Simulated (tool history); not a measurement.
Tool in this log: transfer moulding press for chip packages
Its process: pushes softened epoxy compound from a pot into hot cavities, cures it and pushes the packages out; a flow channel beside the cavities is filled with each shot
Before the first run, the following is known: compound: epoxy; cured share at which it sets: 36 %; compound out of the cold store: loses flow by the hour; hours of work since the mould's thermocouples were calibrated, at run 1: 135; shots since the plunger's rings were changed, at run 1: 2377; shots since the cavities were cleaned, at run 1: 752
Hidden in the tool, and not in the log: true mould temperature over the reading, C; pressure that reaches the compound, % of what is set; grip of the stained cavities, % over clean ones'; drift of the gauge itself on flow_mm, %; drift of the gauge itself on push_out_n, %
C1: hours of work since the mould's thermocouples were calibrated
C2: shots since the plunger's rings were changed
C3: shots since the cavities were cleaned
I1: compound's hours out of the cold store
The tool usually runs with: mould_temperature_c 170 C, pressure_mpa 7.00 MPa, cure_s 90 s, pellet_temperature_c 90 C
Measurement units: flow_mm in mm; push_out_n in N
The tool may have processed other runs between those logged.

Run 1, hour 0.0: usual settings; C1 135; C2 2377; C3 752; I1 42.1. Result: flow_mm 494 mm, push_out_n 929 N.
Run 2, hour 7.2: usual settings but cure_s 125 s; C1 138; C2 2431; C3 806; I1 22.7. Result: flow_mm 529 mm, push_out_n 889 N.
Run 3, hour 14.4: usual settings but pellet_temperature_c 80 C; C1 141; C2 2485; C3 860; I1 20.4. Result: flow_mm 533 mm, push_out_n 988 N.
Run 4, hour 24.8: usual settings but pellet_temperature_c 80 C; C1 146; C2 2562; C3 937; I1 8.9. Result: flow_mm 558 mm, push_out_n 1032 N.
Run 5, hour 30.4: usual settings but pressure_mpa 7.45 MPa; C1 148; C2 2604; C3 979; I1 13.3. Result: flow_mm 565 mm, push_out_n 1015 N.
At hour 39.5: cavities cleaned with cleaning compound and waxed.
At hour 44.9: plunger's sealing rings changed.
Run 6, hour 44.9: usual settings but pressure_mpa 7.45 MPa, cure_s 83 s; C1 152; C2 0; C3 21; I1 46.9. Result: flow_mm 514 mm, push_out_n 554 N.
Run 7, hour 50.4: usual settings; C1 154; C2 41; C3 62; I1 9.0. Result: flow_mm 572 mm, push_out_n 600 N.
Run 8, hour 60.2: usual settings but pellet_temperature_c 98 C; C1 158; C2 115; C3 136; I1 18.5. Result: flow_mm 548 mm, push_out_n 649 N.
Run 9, hour 69.0: usual settings but pellet_temperature_c 98 C; C1 162; C2 180; C3 201; I1 30.9. Result: flow_mm 525 mm, push_out_n 722 N.
Run 10, hour 77.4: usual settings; C1 166; C2 243; C3 264; I1 17.9. Result: flow_mm 550 mm, push_out_n 780 N.
Run 11, hour 82.8: usual settings; C1 168; C2 283; C3 304; I1 37.0. Result: flow_mm 514 mm, push_out_n 807 N.
Run 12, hour 88.8: usual settings; C1 170; C2 328; C3 349; I1 30.3. Result: flow_mm 524 mm, push_out_n 845 N.
Run 13, hour 96.5: usual settings but pellet_temperature_c 97 C; C1 173; C2 386; C3 407; I1 45.6. Result: flow_mm 500 mm, push_out_n 833 N.
Run 14, hour 107.4: usual settings but mould_temperature_c 172 C, pressure_mpa 6.85 MPa, cure_s 72 s, pellet_temperature_c 86 C; C1 178; C2 467; C3 488; I1 11.6. Result: flow_mm 551 mm, push_out_n 1118 N.
Run 15, hour 116.6: usual settings but pellet_temperature_c 97 C; C1 182; C2 535; C3 556; I1 23.7. Result: flow_mm 538 mm, push_out_n 951 N.
Run 16, hour 121.4: usual settings but cure_s 77 s, pellet_temperature_c 86 C; C1 184; C2 571; C3 592; I1 43.7. Result: flow_mm 502 mm, push_out_n 1108 N.
Run 17, hour 130.6: usual settings but pressure_mpa 5.72 MPa, cure_s 77 s, pellet_temperature_c 86 C; C1 187; C2 640; C3 661; I1 9.6. Result: flow_mm 511 mm, push_out_n 1189 N.
Run 18, hour 138.3: usual settings but pressure_mpa 5.72 MPa, cure_s 77 s, pellet_temperature_c 100 C; C1 190; C2 697; C3 718; I1 47.2. Result: flow_mm 446 mm, push_out_n 1143 N.
Run 19, hour 148.9: usual settings but cure_s 104 s, pellet_temperature_c 80 C; C1 195; C2 777; C3 798; I1 39.2. Result: flow_mm 509 mm, push_out_n 900 N.
Run 20, hour 156.5: usual settings but mould_temperature_c 169 C, pressure_mpa 7.82 MPa, cure_s 85 s, pellet_temperature_c 89 C; C1 198; C2 834; C3 855; I1 30.2. Result: flow_mm 560 mm, push_out_n 1103 N.
Run 21, hour 161.7: usual settings but mould_temperature_c 169 C, pressure_mpa 7.54 MPa, cure_s 75 s, pellet_temperature_c 84 C; C1 200; C2 872; C3 893; I1 15.1. Result: flow_mm 577 mm, push_out_n 1434 N.

Predict the results of run 22:
Run 22, hour 167.9: usual settings but mould_temperature_c 169 C, pressure_mpa 7.54 MPa, cure_s 75 s, pellet_temperature_c 84 C; C1 203; C2 918; C3 939; I1 14.9. Result: flow_mm ?, push_out_n ?.

flow_mm: 578 mm
push_out_n: 1463 N
Take away the tool's hidden state, keep the run-to-run variation as it was, and the same run would have given flow_mm 583 mm, push_out_n 700 N.

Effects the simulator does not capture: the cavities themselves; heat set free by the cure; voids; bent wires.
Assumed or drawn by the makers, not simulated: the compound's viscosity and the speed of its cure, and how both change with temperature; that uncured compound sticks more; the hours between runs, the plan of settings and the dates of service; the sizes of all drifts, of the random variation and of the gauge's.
